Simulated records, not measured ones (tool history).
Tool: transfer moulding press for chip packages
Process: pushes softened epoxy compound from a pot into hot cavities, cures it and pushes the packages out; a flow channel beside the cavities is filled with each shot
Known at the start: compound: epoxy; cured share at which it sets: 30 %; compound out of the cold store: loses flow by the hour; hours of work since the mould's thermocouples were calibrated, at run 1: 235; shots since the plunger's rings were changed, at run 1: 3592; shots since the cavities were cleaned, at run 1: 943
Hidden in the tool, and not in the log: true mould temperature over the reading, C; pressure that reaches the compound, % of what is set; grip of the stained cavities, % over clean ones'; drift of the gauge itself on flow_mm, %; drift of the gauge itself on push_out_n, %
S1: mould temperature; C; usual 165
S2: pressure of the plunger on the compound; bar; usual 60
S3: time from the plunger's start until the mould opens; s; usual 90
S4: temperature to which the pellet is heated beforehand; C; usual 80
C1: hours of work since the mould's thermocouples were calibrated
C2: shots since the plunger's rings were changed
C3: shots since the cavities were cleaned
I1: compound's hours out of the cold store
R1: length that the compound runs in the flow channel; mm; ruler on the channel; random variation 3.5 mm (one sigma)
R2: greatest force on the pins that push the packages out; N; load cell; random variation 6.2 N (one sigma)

run,hour,S1,S2,S3,S4,C1,C2,C3,I1,R1,R2
1,0,165,60,90,80,235,3592,943,36.5,688,303
# hour 19.5: cavities cleaned with cleaning compound and waxed
2,30.6,165,60,90,80,255,4018,163,24.1,720,257
3,56.7,165,60,90,80,272,4398,543,44.8,652,290
# hour 74.2: plunger's sealing rings changed
4,89.4,165,60,90,80,293,222,984,24.1,760,325
# hour 104.2: cavities cleaned with cleaning compound and waxed
5,117,165,60,90,80,311,605,188,46.1,690,258
6,138.8,166,60,90,80,326,923,506,39.9,706,275
7,155.5,165,58.8,90,80,337,1167,750,37,706,309
8,177.2,165,60,90,80,352,1484,1067,26.5,743,313
# hour 187.1: cavities cleaned with cleaning compound and waxed
9,198.1,165,66,90,80,365,1767,160,35.6,738,246
10,219.9,165,66,90,80,380,2086,479,30.4,754,295
11,239.1,172,60.9,76,80,393,2366,759,38.9,682,298
# hour 270.6: cavities cleaned with cleaning compound and waxed
12,273.6,165,60,100,71,415,2850,45,44.5,676,216
13,299.2,165,60,100,71,432,3223,418,34.2,697,255
14,320.3,165,60,100,71,447,3532,727,30.6,711,270
15,350.3,169,54.5,71,78,467,3971,1166,43,627,409
# hour 353.7: cavities cleaned with cleaning compound and waxed
16,373.1,169,73.1,71,77,481,4282,284,30.2,763,344
# hour 397.5: plunger's sealing rings changed
17,412.9,160,73.1,95,77,507,224,828,46.4,781,367
# hour 425.2: mould's thermocouples calibrated
18,437.2,160,73.1,95,77,8,550,1154,15,896,384

4 ways to go on from here, each from the tool as it stands after run 18. What would each give?
# hour 442.1: cavities cleaned with cleaning compound and waxed
A,475.9,160,73.1,95,70,33,1095,494,36.7,?,?
# hour 442.1: cavities cleaned with cleaning compound and waxed
B,475.9,165,72.1,90,83,33,1095,494,46,?,?
# hour 442.1: cavities cleaned with cleaning compound and waxed
C,475.9,160,57.3,76,77,33,1095,494,42.8,?,?
# hour 442.1: cavities cleaned with cleaning compound and waxed
D,475.9,160,46.5,95,88,33,1095,494,33.2,?,?

run,R1,R2
A,808,341
B,751,293
C,689,532
D,653,326
Without the tool's hidden state the same runs would have given:
run,R1,R2
A,825,275
B,766,238
C,703,431
D,666,265
